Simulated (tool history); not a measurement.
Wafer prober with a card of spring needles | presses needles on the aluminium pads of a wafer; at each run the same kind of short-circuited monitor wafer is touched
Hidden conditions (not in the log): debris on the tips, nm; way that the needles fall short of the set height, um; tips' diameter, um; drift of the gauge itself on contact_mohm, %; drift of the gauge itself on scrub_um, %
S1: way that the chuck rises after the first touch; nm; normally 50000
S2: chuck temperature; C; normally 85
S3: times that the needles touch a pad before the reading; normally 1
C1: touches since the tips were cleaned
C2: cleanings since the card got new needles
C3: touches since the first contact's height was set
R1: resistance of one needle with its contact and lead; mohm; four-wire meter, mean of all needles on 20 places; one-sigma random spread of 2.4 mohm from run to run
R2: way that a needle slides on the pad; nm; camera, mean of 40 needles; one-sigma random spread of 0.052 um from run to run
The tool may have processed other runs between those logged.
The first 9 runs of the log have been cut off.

-- hour=182.8 tips cleaned on abrasive film
run 10 hour=193.1 | S1=41000 S2=85 S3=1 | C1=2283 C2=74 C3=123874 | R1=424 R2=6060
-- hour=200.3 tips cleaned on abrasive film
-- hour=219.5 tips cleaned on abrasive film
run 11 hour=224.6 | S1=41000 S2=85 S3=2 | C1=1128 C2=76 C3=130849 | R1=323 R2=6100
-- hour=237.5 tips cleaned on abrasive film
run 12 hour=241.2 | S1=41000 S2=85 S3=2 | C1=823 C2=77 C3=134521 | R1=326 R2=6010
-- hour=255.3 tips cleaned on abrasive film
run 13 hour=271.7 | S1=37000 S2=85 S3=2 | C1=3646 C2=78 C3=141298 | R1=414 R2=5320
-- hour=273.4 tips cleaned on abrasive film
-- hour=292.4 tips cleaned on abrasive film
run 14 hour=297.2 | S1=37000 S2=85 S3=2 | C1=1067 C2=80 C3=146931 | R1=339 R2=5200
-- hour=309.6 tips cleaned on abrasive film
run 15 hour=318.3 | S1=37000 S2=85 S3=2 | C1=1932 C2=81 C3=151605 | R1=376 R2=5310
-- hour=327.3 tips cleaned on abrasive film
run 16 hour=332.8 | S1=37000 S2=85 S3=2 | C1=1210 C2=82 C3=154811 | R1=346 R2=5170
-- hour=345.7 tips cleaned on abrasive film
run 17 hour=353.6 | S1=37000 S2=85 S3=2 | C1=1754 C2=83 C3=159432 | R1=368 R2=5150
-- hour=364.7 tips cleaned on abrasive film
run 18 hour=373.3 | S1=50000 S2=36 S3=1 | C1=1916 C2=84 C3=163799 | R1=353 R2=7260
-- hour=383.3 tips cleaned on abrasive film
run 19 hour=393.2 | S1=51000 S2=43 S3=2 | C1=2225 C2=85 C3=168219 | R1=323 R2=7440
-- hour=400.3 tips cleaned on abrasive film
-- hour=417.9 tips cleaned on abrasive film
run 20 hour=423.9 | S1=51000 S2=43 S3=2 | C1=1340 C2=87 C3=175002 | R1=305 R2=7290
-- hour=425.5 height of the first contact set anew
-- hour=436.2 tips cleaned on abrasive film
run 21 hour=439.9 | S1=51000 S2=43 S3=2 | C1=831 C2=88 C3=3178 | R1=286 R2=7260
-- hour=453.3 tips cleaned on abrasive film
run 22 hour=462.7 | S1=51000 S2=88 S3=2 | C1=2110 C2=89 C3=8245 | R1=334 R2=7130
-- hour=471.2 tips cleaned on abrasive film
-- hour=488.9 tips cleaned on abrasive film
run 23 hour=491.6 | S1=32000 S2=110 S3=3 | C1=603 C2=91 C3=14624 | R1=347 R2=3950
-- hour=506.5 tips cleaned on abrasive film
run 24 hour=506.5 | S1=32000 S2=110 S3=3 | C1=0 C2=92 C3=17921 | R1=316 R2=4060
-- hour=524 tips cleaned on abrasive film
run 25 hour=526.7 | S1=32000 S2=110 S3=3 | C1=588 C2=93 C3=22397 | R1=342 R2=4060
-- hour=539.6 height of the first contact set anew, once more
-- hour=541.4 tips cleaned on abrasive film
run 26 hour=544.5 | S1=50000 S2=42 S3=1 | C1=695 C2=94 C3=1069 | R1=301 R2=7930
-- hour=560.6 tips cleaned on abrasive film
run 27 hour=568.6 | S1=50000 S2=42 S3=1 | C1=1797 C2=95 C3=6425 | R1=333 R2=7830
-- hour=580.4 tips cleaned on abrasive film
run 28 hour=591.4 | S1=64000 S2=85 S3=3 | C1=2442 C2=96 C3=11474 | R1=286 R2=10140
-- hour=597.8 tips cleaned on abrasive film
run 29 hour=611.5 | S1=50000 S2=80 S3=2 | C1=3047 C2=97 C3=15931 | R1=329 R2=7900
-- hour=615.5 tips cleaned on abrasive film
-- hour=634.7 tips cleaned on abrasive film
run 30 hour=643.2 | S1=59000 S2=68 S3=2 | C1=1886 C2=99 C3=22944 | R1=301 R2=9210
-- hour=652.7 tips cleaned on abrasive film
run 31 hour=657.2 | S1=37000 S2=52 S3=1 | C1=1004 C2=100 C3=26052 | R1=363 R2=5770

Consider 3 possible next runs. They are alternatives, not a sequence: every one starts from the tool as it was left by run 31. What does each give?
-- hour=669.8 tips cleaned on abrasive film
run A hour=678.5 | S1=37000 S2=66 S3=1 | C1=1935 C2=101 C3=30772 | R1=? R2=?
-- hour=669.8 tips cleaned on abrasive film
run B hour=678.5 | S1=37000 S2=43 S3=1 | C1=1935 C2=101 C3=30772 | R1=? R2=?
-- hour=669.8 tips cleaned on abrasive film
run C hour=678.5 | S1=35000 S2=42 S3=1 | C1=1935 C2=101 C3=30772 | R1=? R2=?

run=A R1=427 R2=5730
run=B R1=417 R2=5850
run=C R1=436 R2=5390
Had the tool no hidden state, the same runs would have come out as:
run=A R1=271 R2=5860
run=B R1=259 R2=5990
run=C R1=261 R2=5530
